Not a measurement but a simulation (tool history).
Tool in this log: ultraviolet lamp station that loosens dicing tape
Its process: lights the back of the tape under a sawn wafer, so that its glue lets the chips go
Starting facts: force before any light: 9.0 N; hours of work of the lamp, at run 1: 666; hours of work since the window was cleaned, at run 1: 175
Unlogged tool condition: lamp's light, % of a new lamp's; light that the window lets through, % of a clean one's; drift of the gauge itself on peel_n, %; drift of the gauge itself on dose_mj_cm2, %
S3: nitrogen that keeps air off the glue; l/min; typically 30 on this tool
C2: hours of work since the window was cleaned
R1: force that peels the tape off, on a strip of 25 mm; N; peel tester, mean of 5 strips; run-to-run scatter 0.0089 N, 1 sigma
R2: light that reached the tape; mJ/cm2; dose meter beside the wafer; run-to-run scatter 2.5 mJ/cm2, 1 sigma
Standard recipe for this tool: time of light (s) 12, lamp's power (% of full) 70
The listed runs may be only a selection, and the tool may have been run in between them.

{"run": 1, "hour": 0.0, "time of light (s)": 12, "lamp's power (% of full)": 70, "S3": 30, "hours of work of the lamp": 666, "C2": 175, "R1": 0.584, "R2": 244}
{"run": 2, "hour": 32.1, "time of light (s)": 12, "lamp's power (% of full)": 70, "S3": 30, "hours of work of the lamp": 685, "C2": 195, "R1": 0.624, "R2": 239}
{"run": 3, "hour": 67.3, "time of light (s)": 12, "lamp's power (% of full)": 70, "S3": 30, "hours of work of the lamp": 707, "C2": 216, "R1": 0.617, "R2": 240}
{"run": 4, "hour": 98.3, "time of light (s)": 12, "lamp's power (% of full)": 67, "S3": 30, "hours of work of the lamp": 726, "C2": 235, "R1": 0.731, "R2": 227}
{"run": 5, "hour": 118.5, "time of light (s)": 12, "lamp's power (% of full)": 67, "S3": 30, "hours of work of the lamp": 738, "C2": 247, "R1": 0.708, "R2": 223}
{"run": 6, "hour": 140.2, "time of light (s)": 12, "lamp's power (% of full)": 67, "S3": 30, "hours of work of the lamp": 751, "C2": 260, "R1": 0.709, "R2": 224}
{"run": 7, "hour": 165.3, "time of light (s)": 12, "lamp's power (% of full)": 70, "S3": 30, "hours of work of the lamp": 766, "C2": 275, "R1": 0.661, "R2": 232}
{"run": 8, "hour": 184.0, "time of light (s)": 12, "lamp's power (% of full)": 88, "S3": 30, "hours of work of the lamp": 778, "C2": 287, "R1": 0.366, "R2": 292}
{"run": 9, "hour": 207.5, "time of light (s)": 12, "lamp's power (% of full)": 69, "S3": 30, "hours of work of the lamp": 792, "C2": 301, "R1": 0.682, "R2": 229}
{"run": 10, "hour": 239.1, "time of light (s)": 12, "lamp's power (% of full)": 69, "S3": 30, "hours of work of the lamp": 811, "C2": 320, "R1": 0.7, "R2": 225}
{"run": 11, "hour": 258.0, "time of light (s)": 12, "lamp's power (% of full)": 69, "S3": 30, "hours of work of the lamp": 822, "C2": 331, "R1": 0.738, "R2": 224}
{"run": 12, "hour": 279.7, "time of light (s)": 12, "lamp's power (% of full)": 70, "S3": 30, "hours of work of the lamp": 836, "C2": 345, "R1": 0.697, "R2": 226}
{"run": 13, "hour": 307.8, "time of light (s)": 8, "lamp's power (% of full)": 70, "S3": 30, "hours of work of the lamp": 853, "C2": 362, "R1": 1.684, "R2": 148}
{"run": 14, "hour": 326.4, "time of light (s)": 8, "lamp's power (% of full)": 70, "S3": 30, "hours of work of the lamp": 864, "C2": 373, "R1": 1.698, "R2": 151}
{"run": 15, "hour": 357.2, "time of light (s)": 8, "lamp's power (% of full)": 70, "S3": 30, "hours of work of the lamp": 883, "C2": 392, "R1": 1.629, "R2": 147}
{"hour": 360.8, "done": "window cleaned of glue's vapour"}
{"run": 16, "hour": 376.5, "time of light (s)": 12, "lamp's power (% of full)": 81, "S3": 30, "hours of work of the lamp": 894, "C2": 10, "R1": 0.588, "R2": 243}
{"run": 17, "hour": 400.6, "time of light (s)": 12, "lamp's power (% of full)": 81, "S3": 30, "hours of work of the lamp": 909, "C2": 24, "R1": 0.592, "R2": 238}
{"run": 18, "hour": 424.8, "time of light (s)": 12, "lamp's power (% of full)": 81, "S3": 30, "hours of work of the lamp": 923, "C2": 39, "R1": 0.632, "R2": 242}
{"run": 19, "hour": 445.5, "time of light (s)": 12, "lamp's power (% of full)": 81, "S3": 30, "hours of work of the lamp": 936, "C2": 51, "R1": 0.646, "R2": 236}
{"run": 20, "hour": 476.7, "time of light (s)": 12, "lamp's power (% of full)": 81, "S3": 30, "hours of work of the lamp": 955, "C2": 70, "R1": 0.651, "R2": 239}
{"run": 21, "hour": 511.1, "time of light (s)": 12, "lamp's power (% of full)": 70, "S3": 11, "hours of work of the lamp": 976, "C2": 91, "R1": 2.098, "R2": 199}
{"run": 22, "hour": 529.5, "time of light (s)": 12, "lamp's power (% of full)": 70, "S3": 30, "hours of work of the lamp": 987, "C2": 102, "R1": 0.891, "R2": 200}
{"hour": 544.6, "done": "window cleaned of glue's vapour, once more"}
{"run": 23, "hour": 547.0, "time of light (s)": 12, "lamp's power (% of full)": 81, "S3": 29, "hours of work of the lamp": 997, "C2": 1, "R1": 0.44, "R2": 281}
{"run": 24, "hour": 576.5, "time of light (s)": 12, "lamp's power (% of full)": 81, "S3": 29, "hours of work of the lamp": 1015, "C2": 19, "R1": 0.438, "R2": 278}
{"run": 25, "hour": 609.4, "time of light (s)": 12, "lamp's power (% of full)": 81, "S3": 29, "hours of work of the lamp": 1035, "C2": 39, "R1": 0.444, "R2": 282}
{"run": 26, "hour": 637.9, "time of light (s)": 10, "lamp's power (% of full)": 84, "S3": 34, "hours of work of the lamp": 1052, "C2": 57, "R1": 0.605, "R2": 233}
{"run": 27, "hour": 660.2, "time of light (s)": 11, "lamp's power (% of full)": 80, "S3": 20, "hours of work of the lamp": 1066, "C2": 70, "R1": 0.888, "R2": 245}
{"run": 28, "hour": 687.3, "time of light (s)": 13, "lamp's power (% of full)": 65, "S3": 29, "hours of work of the lamp": 1082, "C2": 86, "R1": 0.692, "R2": 231}
{"run": 29, "hour": 723.0, "time of light (s)": 8, "lamp's power (% of full)": 77, "S3": 26, "hours of work of the lamp": 1104, "C2": 108, "R1": 1.479, "R2": 170}
{"run": 30, "hour": 739.1, "time of light (s)": 23, "lamp's power (% of full)": 70, "S3": 38, "hours of work of the lamp": 1113, "C2": 118, "R1": 0.105, "R2": 437}
{"run": 31, "hour": 766.1, "time of light (s)": 12, "lamp's power (% of full)": 70, "S3": 38, "hours of work of the lamp": 1130, "C2": 134, "R1": 0.549, "R2": 226}
{"run": 32, "hour": 786.7, "time of light (s)": 10, "lamp's power (% of full)": 81, "S3": 12, "hours of work of the lamp": 1142, "C2": 147, "R1": 1.716, "R2": 215}
{"run": 33, "hour": 813.9, "time of light (s)": 10, "lamp's power (% of full)": 81, "S3": 12, "hours of work of the lamp": 1159, "C2": 163, "R1": 1.77, "R2": 214}
{"run": 34, "hour": 841.8, "time of light (s)": 12, "lamp's power (% of full)": 75, "S3": 53, "hours of work of the lamp": 1176, "C2": 180, "R1": 0.374, "R2": 233}
{"run": 35, "hour": 867.4, "time of light (s)": 12, "lamp's power (% of full)": 75, "S3": 53, "hours of work of the lamp": 1191, "C2": 196, "R1": 0.371, "R2": 240}
{"run": 36, "hour": 887.3, "time of light (s)": 7, "lamp's power (% of full)": 75, "S3": 53, "hours of work of the lamp": 1203, "C2": 208, "R1": 1.363, "R2": 138}
{"run": 37, "hour": 914.1, "time of light (s)": 11, "lamp's power (% of full)": 70, "S3": 30, "hours of work of the lamp": 1220, "C2": 224, "R1": 0.967, "R2": 200}
{"run": 38, "hour": 932.1, "time of light (s)": 12, "lamp's power (% of full)": 75, "S3": 31, "hours of work of the lamp": 1230, "C2": 235, "R1": 0.687, "R2": 233}
{"run": 39, "hour": 967.2, "time of light (s)": 14, "lamp's power (% of full)": 70, "S3": 48, "hours of work of the lamp": 1252, "C2": 256, "R1": 0.342, "R2": 254}
{"run": 40, "hour": 984.0, "time of light (s)": 7, "lamp's power (% of full)": 78, "S3": 57, "hours of work of the lamp": 1262, "C2": 266, "R1": 1.237, "R2": 136}
{"run": 41, "hour": 1015.2, "time of light (s)": 7, "lamp's power (% of full)": 78, "S3": 57, "hours of work of the lamp": 1281, "C2": 285, "R1": 1.342, "R2": 140}
{"run": 42, "hour": 1035.0, "time of light (s)": 15, "lamp's power (% of full)": 90, "S3": 29, "hours of work of the lamp": 1293, "C2": 297, "R1": 0.256, "R2": 335}
{"run": 43, "hour": 1070.8, "time of light (s)": 15, "lamp's power (% of full)": 71, "S3": 29, "hours of work of the lamp": 1315, "C2": 319, "R1": 0.511, "R2": 266}
{"run": 44, "hour": 1105.6, "time of light (s)": 15, "lamp's power (% of full)": 67, "S3": 9, "hours of work of the lamp": 1336, "C2": 340, "R1": 1.74, "R2": 248}

Alternative continuations, all from the tool just after run 44; predict every row:
{"run": "A", "hour": 1120.9, "time of light (s)": 10, "lamp's power (% of full)": 72, "S3": 24, "hours of work of the lamp": 1345, "C2": 349, "R1": "?", "R2": "?"}
{"run": "B", "hour": 1120.9, "time of light (s)": 17, "lamp's power (% of full)": 62, "S3": 23, "hours of work of the lamp": 1345, "C2": 349, "R1": "?", "R2": "?"}
{"run": "C", "hour": 1120.9, "time of light (s)": 7, "lamp's power (% of full)": 71, "S3": 16, "hours of work of the lamp": 1345, "C2": 349, "R1": "?", "R2": "?"}

run=A R1=1.430 R2=172
run=B R1=0.700 R2=259
run=C R1=3.070 R2=119
The same runs, with their run-to-run variation unchanged, on a tool lacking any hidden condition would have given:
run=A R1=0.688 R2=246
run=B R1=0.270 R2=368
run=C R1=1.973 R2=170
